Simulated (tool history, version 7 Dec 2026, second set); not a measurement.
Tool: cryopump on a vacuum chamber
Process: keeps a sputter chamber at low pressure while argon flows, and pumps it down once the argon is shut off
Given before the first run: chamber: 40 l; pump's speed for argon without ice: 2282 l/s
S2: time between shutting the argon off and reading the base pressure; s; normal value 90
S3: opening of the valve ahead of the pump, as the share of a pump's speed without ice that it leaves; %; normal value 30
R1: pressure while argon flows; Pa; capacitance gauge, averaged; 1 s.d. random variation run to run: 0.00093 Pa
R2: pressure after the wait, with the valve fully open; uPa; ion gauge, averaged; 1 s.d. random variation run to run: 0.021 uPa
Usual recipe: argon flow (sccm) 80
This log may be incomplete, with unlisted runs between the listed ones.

{"run": 1, "hour": 0.0, "argon flow (sccm)": 80, "S2": 90, "S3": 30, "R1": 0.2, "R2": 0.87}
{"run": 2, "hour": 14.8, "argon flow (sccm)": 80, "S2": 90, "S3": 32, "R1": 0.1882, "R2": 0.88}
{"run": 3, "hour": 28.5, "argon flow (sccm)": 80, "S2": 90, "S3": 32, "R1": 0.1899, "R2": 0.89}
{"run": 4, "hour": 35.2, "argon flow (sccm)": 80, "S2": 90, "S3": 32, "R1": 0.1887, "R2": 0.86}
{"run": 5, "hour": 50.9, "argon flow (sccm)": 40, "S2": 90, "S3": 30, "R1": 0.1007, "R2": 0.9}
{"run": 6, "hour": 62.9, "argon flow (sccm)": 40, "S2": 90, "S3": 30, "R1": 0.1, "R2": 0.92}
{"run": 7, "hour": 77.4, "argon flow (sccm)": 138, "S2": 90, "S3": 30, "R1": 0.3463, "R2": 0.89}
{"run": 8, "hour": 92.1, "argon flow (sccm)": 80, "S2": 158, "S3": 30, "R1": 0.2019, "R2": 0.74}
{"run": 9, "hour": 98.6, "argon flow (sccm)": 80, "S2": 90, "S3": 18, "R1": 0.3341, "R2": 0.86}
{"run": 10, "hour": 105.5, "argon flow (sccm)": 80, "S2": 90, "S3": 18, "R1": 0.3309, "R2": 0.9}
{"run": 11, "hour": 118.7, "argon flow (sccm)": 73, "S2": 90, "S3": 30, "R1": 0.184, "R2": 0.91}
{"run": 12, "hour": 131.3, "argon flow (sccm)": 80, "S2": 90, "S3": 30, "R1": 0.2012, "R2": 0.89}
{"run": 13, "hour": 143.4, "argon flow (sccm)": 80, "S2": 90, "S3": 30, "R1": 0.2013, "R2": 0.91}
{"run": 14, "hour": 154.3, "argon flow (sccm)": 80, "S2": 90, "S3": 30, "R1": 0.203, "R2": 0.93}
{"run": 15, "hour": 168.9, "argon flow (sccm)": 80, "S2": 90, "S3": 30, "R1": 0.2022, "R2": 0.89}
{"run": 16, "hour": 177.1, "argon flow (sccm)": 80, "S2": 90, "S3": 34, "R1": 0.1797, "R2": 0.86}
{"run": 17, "hour": 185.2, "argon flow (sccm)": 80, "S2": 90, "S3": 34, "R1": 0.1781, "R2": 0.9}
{"run": 18, "hour": 196.2, "argon flow (sccm)": 123, "S2": 90, "S3": 57, "R1": 0.168, "R2": 0.91}
{"run": 19, "hour": 206.5, "argon flow (sccm)": 123, "S2": 90, "S3": 57, "R1": 0.1689, "R2": 0.87}
{"run": 20, "hour": 218.9, "argon flow (sccm)": 123, "S2": 90, "S3": 57, "R1": 0.1691, "R2": 0.91}
{"run": 21, "hour": 234.5, "argon flow (sccm)": 80, "S2": 90, "S3": 57, "R1": 0.1101, "R2": 0.91}
{"run": 22, "hour": 249.4, "argon flow (sccm)": 80, "S2": 90, "S3": 57, "R1": 0.1088, "R2": 0.93}
{"run": 23, "hour": 264.2, "argon flow (sccm)": 80, "S2": 26, "S3": 57, "R1": 0.1099, "R2": 1.65}
{"run": 24, "hour": 271.7, "argon flow (sccm)": 80, "S2": 27, "S3": 35, "R1": 0.175, "R2": 1.65}
{"run": 25, "hour": 278.8, "argon flow (sccm)": 80, "S2": 27, "S3": 35, "R1": 0.1752, "R2": 1.66}

Run 26 is up next; what results do you expect?
{"hour": 283.1, "done": "leaking fittings of the chamber tightened, without venting"}
{"run": 26, "hour": 293.5, "argon flow (sccm)": 80, "S2": 27, "S3": 35, "R1": "?", "R2": "?"}

R1: 0.1767 Pa
R2: 1.18 uPa
The same run, on a tool lacking any hidden state, would have yielded R1 0.1701 Pa, R2 1.13 uPa.

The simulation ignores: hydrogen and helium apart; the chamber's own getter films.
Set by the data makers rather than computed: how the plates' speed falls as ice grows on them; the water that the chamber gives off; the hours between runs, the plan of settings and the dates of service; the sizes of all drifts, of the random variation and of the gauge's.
